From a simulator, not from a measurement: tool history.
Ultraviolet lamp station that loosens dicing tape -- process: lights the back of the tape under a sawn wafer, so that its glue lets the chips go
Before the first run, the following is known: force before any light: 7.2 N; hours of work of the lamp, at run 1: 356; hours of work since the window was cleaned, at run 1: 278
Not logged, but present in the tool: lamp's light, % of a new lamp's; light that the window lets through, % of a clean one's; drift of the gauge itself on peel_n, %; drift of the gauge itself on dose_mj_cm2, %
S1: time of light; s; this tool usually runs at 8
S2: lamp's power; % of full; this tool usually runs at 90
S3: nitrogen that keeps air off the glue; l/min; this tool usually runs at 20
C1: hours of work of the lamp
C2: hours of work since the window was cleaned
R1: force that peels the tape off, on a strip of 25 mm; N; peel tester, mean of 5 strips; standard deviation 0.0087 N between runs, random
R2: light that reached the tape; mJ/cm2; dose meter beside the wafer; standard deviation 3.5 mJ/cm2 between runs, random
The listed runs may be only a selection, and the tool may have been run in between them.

| run | hour | S1 | S2 | S3 | C1 | C2 | R1 | R2 |
|---|---|---|---|---|---|---|---|---|
| 1 | 0 | 8 | 90 | 20 | 356 | 278 | 0.48 | 481 |
| 2 | 9.9 | 8 | 90 | 20 | 363 | 285 | 0.486 | 483 |
| 3 | 20.6 | 8 | 90 | 20 | 371 | 293 | 0.501 | 481 |
| 4 | 32.5 | 8 | 90 | 20 | 379 | 302 | 0.519 | 476 |
| 5 | 37.8 | 8 | 90 | 20 | 383 | 305 | 0.498 | 480 |
| 6 | 49.6 | 8 | 90 | 20 | 392 | 314 | 0.476 | 476 |
|  | 50.6 | window cleaned of glue's vapour |
| 7 | 59.4 | 8 | 90 | 20 | 398 | 6 | 0.518 | 473 |
| 8 | 71.8 | 8 | 90 | 20 | 407 | 15 | 0.527 | 466 |
| 9 | 81.3 | 8 | 89 | 9 | 414 | 22 | 0.948 | 463 |
| 10 | 90.4 | 13 | 91 | 26 | 421 | 29 | 0.239 | 762 |
| 11 | 100.7 | 5 | 90 | 13 | 428 | 36 | 1.544 | 287 |
| 12 | 109.9 | 5 | 90 | 13 | 435 | 43 | 1.531 | 280 |
|  | 114.2 | window cleaned of glue's vapour, once more |
| 13 | 118.4 | 8 | 90 | 19 | 441 | 3 | 0.506 | 485 |
| 14 | 124.5 | 12 | 67 | 15 | 445 | 7 | 0.474 | 538 |
| 15 | 130.1 | 6 | 61 | 10 | 449 | 11 | 2.194 | 247 |

5 options for the next run, each taken on its own from the tool as it stands now. Forecast them:
| A | 137.6 | 13 | 76 | 8 | 455 | 17 | ? | ? |
| B | 137.6 | 8 | 71 | 20 | 455 | 17 | ? | ? |
| C | 137.6 | 6 | 67 | 20 | 455 | 17 | ? | ? |
| D | 137.6 | 8 | 90 | 37 | 455 | 17 | ? | ? |
| E | 137.6 | 4 | 91 | 7 | 455 | 17 | ? | ? |

| run | R1 | R2 |
|---|---|---|
| A | 0.524 | 660 |
| B | 0.751 | 377 |
| C | 1.363 | 269 |
| D | 0.357 | 481 |
| E | 2.579 | 241 |
What these runs would have given with no unlogged condition in the tool:
| run | R1 | R2 |
|---|---|---|
| A | 0.378 | 797 |
| B | 0.528 | 455 |
| C | 1.003 | 324 |
| D | 0.28 | 581 |
| E | 2.099 | 291 |
